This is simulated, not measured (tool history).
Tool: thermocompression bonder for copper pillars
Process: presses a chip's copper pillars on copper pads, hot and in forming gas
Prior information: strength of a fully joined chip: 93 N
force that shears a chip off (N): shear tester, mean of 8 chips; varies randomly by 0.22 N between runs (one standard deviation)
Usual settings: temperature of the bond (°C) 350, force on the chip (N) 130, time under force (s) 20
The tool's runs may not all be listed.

run   hour  temperature of the bond (°C)  force on the chip (N)  time under force (s)  force that shears a chip off (N)
  1    0.0                           350                    130                    20                              65.9
  2   20.4                           350                    130                    20                              65.5
  3   44.1                           350                    130                    20                              65.1
  4   56.3                           350                    130                    20                              65.5
  5   74.0                           350                    130                    20                              65.5
  6   99.4                           350                    130                    20                              65.5
  7  120.7                           350                    130                    20                              65.4
  8  143.4                           350                    189                    20                              77.5
  9  159.6                           350                    189                    20                              76.8
 10  183.1                           350                    130                    20                              64.7
 11  209.2                           350                    130                    20                              64.7
     225.2  -- forming gas filter changed
 12  227.9                           350                    130                    20                              67.2
 13  252.0                           350                    130                    20                              67.0
 14  279.6                           350                    130                    20                              67.3
 15  301.5                           350                    130                    20                              66.7
 16  329.7                           350                    130                    20                              67.0
 17  358.2                           322                    130                    20                              52.4
 18  380.6                           350                    130                    54                              80.6
 19  401.8                           350                    130                    38                              76.3
 20  424.9                           350                    130                    38                              75.9
 21  443.1                           350                    143                    13                              62.9
 22  467.0                           350                    143                    13                              62.5
 23  491.0                           350                    143                    13                              62.7
 24  506.3                           350                    131                    11                              56.4
 25  524.5                           370                    130                    26                              78.6
     532.5  -- force cell calibrated
 26  539.2                           342                    125                    20                              63.0
 27  562.2                           342                    125                    20                              63.0
 28  586.0                           370                    153                    49                              87.1
 29  599.6                           345                    130                    20                              65.9
 30  614.4                           362                    170                    36                              85.8
 31  632.7                           362                    170                    36                              86.0
 32  659.9                           362                    129                    33                              78.5
 33  682.2                           368                    129                    33                              80.4
 34  705.6                           365                    152                    20                              77.9
 35  733.6                           331                     82                    20                              41.8
     746.4  -- forming gas filter changed
 36  750.0                           360                     99                    11                              54.7
 37  762.2                           360                     99                    47                              77.6
 38  783.8                           350                    130                    44                              81.1
 39  809.2                           350                    130                    44                              80.3

Consider 4 possible next runs. They are alternatives, not a sequence: every one starts from the tool as it was left by run 39. What does each give?
  A  826.3                           329                    130                    15                                 ?
  B  826.3                           352                    159                    50                                 ?
  C  826.3                           350                     82                    21                                 ?
  D  826.3                           331                     87                    37                                 ?

run  force that shears a chip off (N)
  A                              54.1
  B                              86.5
  C                              53.3
  D                              55.1
With the hidden condition removed and each run's random variation left untouched, the same runs would have given:
run  force that shears a chip off (N)
  A                              51.3
  B                              85.7
  C                              50.6
  D                              52.3

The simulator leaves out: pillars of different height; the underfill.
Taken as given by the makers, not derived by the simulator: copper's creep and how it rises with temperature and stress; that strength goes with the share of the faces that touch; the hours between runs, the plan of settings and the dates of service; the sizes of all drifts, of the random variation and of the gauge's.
